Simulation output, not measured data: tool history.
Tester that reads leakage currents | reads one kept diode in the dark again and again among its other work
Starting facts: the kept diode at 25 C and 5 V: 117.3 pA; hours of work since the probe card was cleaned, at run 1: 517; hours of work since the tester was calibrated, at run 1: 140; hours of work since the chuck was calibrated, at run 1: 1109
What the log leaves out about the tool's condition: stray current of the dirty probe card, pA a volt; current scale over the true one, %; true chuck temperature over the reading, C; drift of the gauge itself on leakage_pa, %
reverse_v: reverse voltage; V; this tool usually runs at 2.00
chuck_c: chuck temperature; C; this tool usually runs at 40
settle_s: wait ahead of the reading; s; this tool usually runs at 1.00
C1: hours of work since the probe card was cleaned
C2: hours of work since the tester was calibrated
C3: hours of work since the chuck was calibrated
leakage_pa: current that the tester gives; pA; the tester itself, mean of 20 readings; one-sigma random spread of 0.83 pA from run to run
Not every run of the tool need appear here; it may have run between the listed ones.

run 1 hour=0.0 | reverse_v=2.00 chuck_c=40 settle_s=1.00 | C1=517 C2=140 C3=1109 | leakage_pa=254.50
run 2 hour=78.9 | reverse_v=2.00 chuck_c=41 settle_s=1.00 | C1=555 C2=178 C3=1146 | leakage_pa=274.02
run 3 hour=143.4 | reverse_v=2.00 chuck_c=41 settle_s=1.00 | C1=586 C2=209 C3=1177 | leakage_pa=270.99
run 4 hour=220.4 | reverse_v=2.00 chuck_c=41 settle_s=1.00 | C1=623 C2=245 C3=1214 | leakage_pa=271.11
run 5 hour=313.8 | reverse_v=2.00 chuck_c=41 settle_s=1.00 | C1=667 C2=290 C3=1259 | leakage_pa=269.09
run 6 hour=377.8 | reverse_v=2.00 chuck_c=41 settle_s=1.00 | C1=698 C2=321 C3=1289 | leakage_pa=269.71
run 7 hour=468.4 | reverse_v=2.00 chuck_c=41 settle_s=1.00 | C1=741 C2=364 C3=1332 | leakage_pa=268.30
run 8 hour=553.9 | reverse_v=2.00 chuck_c=41 settle_s=1.00 | C1=782 C2=405 C3=1373 | leakage_pa=268.45
run 9 hour=620.1 | reverse_v=2.00 chuck_c=39 settle_s=1.00 | C1=814 C2=436 C3=1405 | leakage_pa=230.60
run 10 hour=667.9 | reverse_v=2.00 chuck_c=39 settle_s=1.00 | C1=836 C2=459 C3=1428 | leakage_pa=229.12
run 11 hour=723.8 | reverse_v=2.00 chuck_c=39 settle_s=1.00 | C1=863 C2=486 C3=1455 | leakage_pa=229.63
run 12 hour=814.2 | reverse_v=2.00 chuck_c=39 settle_s=1.00 | C1=906 C2=529 C3=1498 | leakage_pa=227.38
run 13 hour=901.0 | reverse_v=9.78 chuck_c=39 settle_s=1.00 | C1=948 C2=571 C3=1539 | leakage_pa=413.08
run 14 hour=946.5 | reverse_v=2.00 chuck_c=40 settle_s=1.00 | C1=970 C2=592 C3=1561 | leakage_pa=246.27
run 15 hour=991.0 | reverse_v=2.00 chuck_c=40 settle_s=1.00 | C1=991 C2=614 C3=1582 | leakage_pa=243.25
run 16 hour=1059.8 | reverse_v=2.00 chuck_c=40 settle_s=1.00 | C1=1024 C2=646 C3=1615 | leakage_pa=242.42
run 17 hour=1125.7 | reverse_v=2.00 chuck_c=40 settle_s=1.00 | C1=1055 C2=678 C3=1647 | leakage_pa=243.82
run 18 hour=1166.2 | reverse_v=2.00 chuck_c=40 settle_s=1.00 | C1=1075 C2=697 C3=1666 | leakage_pa=241.71
run 19 hour=1253.6 | reverse_v=2.00 chuck_c=40 settle_s=1.00 | C1=1116 C2=739 C3=1708 | leakage_pa=240.87
run 20 hour=1322.2 | reverse_v=2.00 chuck_c=40 settle_s=1.00 | C1=1149 C2=772 C3=1740 | leakage_pa=240.76
-- hour=1328.0 chuck's temperature calibrated
run 21 hour=1387.2 | reverse_v=2.00 chuck_c=40 settle_s=1.00 | C1=1179 C2=802 C3=28 | leakage_pa=229.14
-- hour=1476.8 chuck's temperature calibrated, once more
run 22 hour=1476.8 | reverse_v=2.00 chuck_c=40 settle_s=1.00 | C1=1221 C2=844 C3=0 | leakage_pa=273.46
run 23 hour=1564.6 | reverse_v=2.00 chuck_c=40 settle_s=1.00 | C1=1263 C2=886 C3=42 | leakage_pa=271.79
run 24 hour=1611.1 | reverse_v=5.25 chuck_c=47 settle_s=1.00 | C1=1285 C2=908 C3=64 | leakage_pa=646.60
run 25 hour=1696.4 | reverse_v=3.38 chuck_c=48 settle_s=0.57 | C1=1326 C2=949 C3=105 | leakage_pa=590.92
run 26 hour=1770.0 | reverse_v=18.58 chuck_c=48 settle_s=2.05 | C1=1361 C2=984 C3=140 | leakage_pa=1109.76
run 27 hour=1832.3 | reverse_v=2.00 chuck_c=40 settle_s=2.59 | C1=1391 C2=1014 C3=170 | leakage_pa=269.12
run 28 hour=1897.5 | reverse_v=6.37 chuck_c=32 settle_s=1.00 | C1=1422 C2=1045 C3=201 | leakage_pa=226.60
run 29 hour=1983.0 | reverse_v=2.04 chuck_c=21 settle_s=3.19 | C1=1463 C2=1086 C3=242 | leakage_pa=60.67
run 30 hour=2066.4 | reverse_v=6.84 chuck_c=40 settle_s=0.57 | C1=1503 C2=1126 C3=282 | leakage_pa=423.82
run 31 hour=2156.0 | reverse_v=2.00 chuck_c=40 settle_s=4.06 | C1=1546 C2=1168 C3=325 | leakage_pa=267.90
run 32 hour=2239.7 | reverse_v=2.00 chuck_c=40 settle_s=4.06 | C1=1586 C2=1208 C3=365 | leakage_pa=266.03
run 33 hour=2277.9 | reverse_v=1.06 chuck_c=35 settle_s=1.00 | C1=1604 C2=1227 C3=383 | leakage_pa=142.88
run 34 hour=2360.9 | reverse_v=2.00 chuck_c=26 settle_s=0.97 | C1=1644 C2=1266 C3=423 | leakage_pa=89.36
run 35 hour=2451.7 | reverse_v=9.20 chuck_c=59 settle_s=9.48 | C1=1687 C2=1310 C3=466 | leakage_pa=1759.47
run 36 hour=2539.1 | reverse_v=9.20 chuck_c=59 settle_s=9.48 | C1=1729 C2=1352 C3=508 | leakage_pa=1754.86
run 37 hour=2621.7 | reverse_v=9.20 chuck_c=59 settle_s=9.48 | C1=1768 C2=1391 C3=547 | leakage_pa=1749.55
run 38 hour=2673.4 | reverse_v=1.11 chuck_c=20 settle_s=0.44 | C1=1793 C2=1416 C3=572 | leakage_pa=43.60
run 39 hour=2715.0 | reverse_v=2.00 chuck_c=56 settle_s=2.61 | C1=1813 C2=1436 C3=592 | leakage_pa=814.27
run 40 hour=2781.1 | reverse_v=2.00 chuck_c=32 settle_s=0.33 | C1=1844 C2=1467 C3=623 | leakage_pa=142.41
run 41 hour=2833.2 | reverse_v=2.00 chuck_c=32 settle_s=0.33 | C1=1869 C2=1492 C3=648 | leakage_pa=141.75

3 ways to go on from here, each from the tool as it stands after run 41. What would each give?
run A hour=2906.6 | reverse_v=3.64 chuck_c=31 settle_s=4.83 | C1=1904 C2=1527 C3=683 | leakage_pa=?
run B hour=2906.6 | reverse_v=19.84 chuck_c=43 settle_s=0.39 | C1=1904 C2=1527 C3=683 | leakage_pa=?
run C hour=2906.6 | reverse_v=1.47 chuck_c=38 settle_s=0.34 | C1=1904 C2=1527 C3=683 | leakage_pa=?

run=A leakage_pa=163.69
run=B leakage_pa=777.44
run=C leakage_pa=198.94
What these runs would have given with no unlogged condition in the tool:
run=A leakage_pa=170.99
run=B leakage_pa=804.12
run=C leakage_pa=211.53
